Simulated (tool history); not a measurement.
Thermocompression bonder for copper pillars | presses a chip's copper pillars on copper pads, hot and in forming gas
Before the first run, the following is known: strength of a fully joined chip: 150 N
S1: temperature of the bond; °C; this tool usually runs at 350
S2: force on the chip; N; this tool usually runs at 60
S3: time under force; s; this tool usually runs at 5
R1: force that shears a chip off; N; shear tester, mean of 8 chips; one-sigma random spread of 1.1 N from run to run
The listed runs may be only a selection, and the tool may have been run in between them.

run,hour,S1,S2,S3,R1
1,0.0,350,60,5,87.0
2,8.3,350,60,5,85.1
3,14.5,350,60,8,99.0
4,18.8,350,60,14,112.2
5,26.0,350,66,5,92.4
6,33.6,334,60,5,70.9
7,37.5,350,60,5,87.0
8,45.1,350,60,5,86.7
9,54.1,378,60,5,107.3
10,61.5,378,60,5,107.5
11,70.4,378,60,5,108.8
12,79.3,378,60,5,107.1
13,84.0,378,39,9,90.1
14,89.4,378,39,9,90.0
15,94.2,367,54,7,99.5
16,101.4,367,54,7,99.0
17,109.8,345,77,5,97.3
18,115.0,345,77,5,98.2
19,123.2,374,67,10,125.1
20,130.2,379,60,8,119.7
21,138.1,352,60,5,85.1
22,146.7,336,60,6,76.2
# hour 149.3: heater calibrated with a thermocouple chip
23,153.1,326,64,5,78.7
24,159.9,351,64,4,94.5

3 options for the next run, each taken on its own from the tool as it stands now. Forecast them:
A,169.1,340,53,5,?
B,169.1,322,49,13,?
C,169.1,345,57,3,?

run,R1
A,73.9
B,79.2
C,72.3
Take away the tool's hidden state, keep each run's random variation, and the runs would have read:
run,R1
A,75.9
B,81.4
C,74.3
